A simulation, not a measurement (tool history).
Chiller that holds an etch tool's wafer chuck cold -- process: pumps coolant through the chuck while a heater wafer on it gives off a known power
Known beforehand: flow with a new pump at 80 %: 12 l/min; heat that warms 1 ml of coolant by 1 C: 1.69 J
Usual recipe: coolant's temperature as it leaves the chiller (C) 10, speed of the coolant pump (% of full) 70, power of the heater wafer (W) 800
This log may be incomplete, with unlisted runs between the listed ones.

run,hour,coolant's temperature as it leaves the chiller (C),speed of the coolant pump (% of full),power of the heater wafer (W),chuck's temperature once it has settled (C),how much warmer the coolant comes back (C)
1,0.0,10,70,800,21.3,2.84
2,58.7,10,70,800,21.1,2.88
3,137.3,11,70,800,22.5,2.91
4,193.7,11,70,800,22.3,2.96
5,257.5,10,70,800,21.5,2.93
# hour 269.4: coolant pump overhauled
6,348.8,10,70,800,21.8,3.05
# hour 369.3: coolant changed, channels flushed
7,423.2,10,70,800,19.6,3.05
8,467.5,10,70,800,19.7,3.00
9,513.2,5,80,486,10.4,1.59
# hour 523.8: coolant pump overhauled, once more
10,586.3,16,63,852,26.3,3.25
11,625.0,16,75,660,23.4,2.11
12,665.4,16,75,660,23.3,2.10
13,752.2,18,84,877,26.6,2.48
14,827.3,7,91,877,15.1,2.29
15,906.7,9,73,1073,20.8,3.53

Predict each of these 3 candidate next runs independently; none follows another, all start after run 15:
A,963.1,4,82,800,?,?
B,963.1,9,62,1013,?,?
C,963.1,10,70,1040,?,?

run,chuck's temperature once it has settled (C),how much warmer the coolant comes back (C)
A,12.3,2.40
B,21.8,4.00
C,21.9,3.58
Without the tool's hidden state the same runs would have given:
run,chuck's temperature once it has settled (C),how much warmer the coolant comes back (C)
A,11.4,2.36
B,20.7,3.93
C,20.8,3.52

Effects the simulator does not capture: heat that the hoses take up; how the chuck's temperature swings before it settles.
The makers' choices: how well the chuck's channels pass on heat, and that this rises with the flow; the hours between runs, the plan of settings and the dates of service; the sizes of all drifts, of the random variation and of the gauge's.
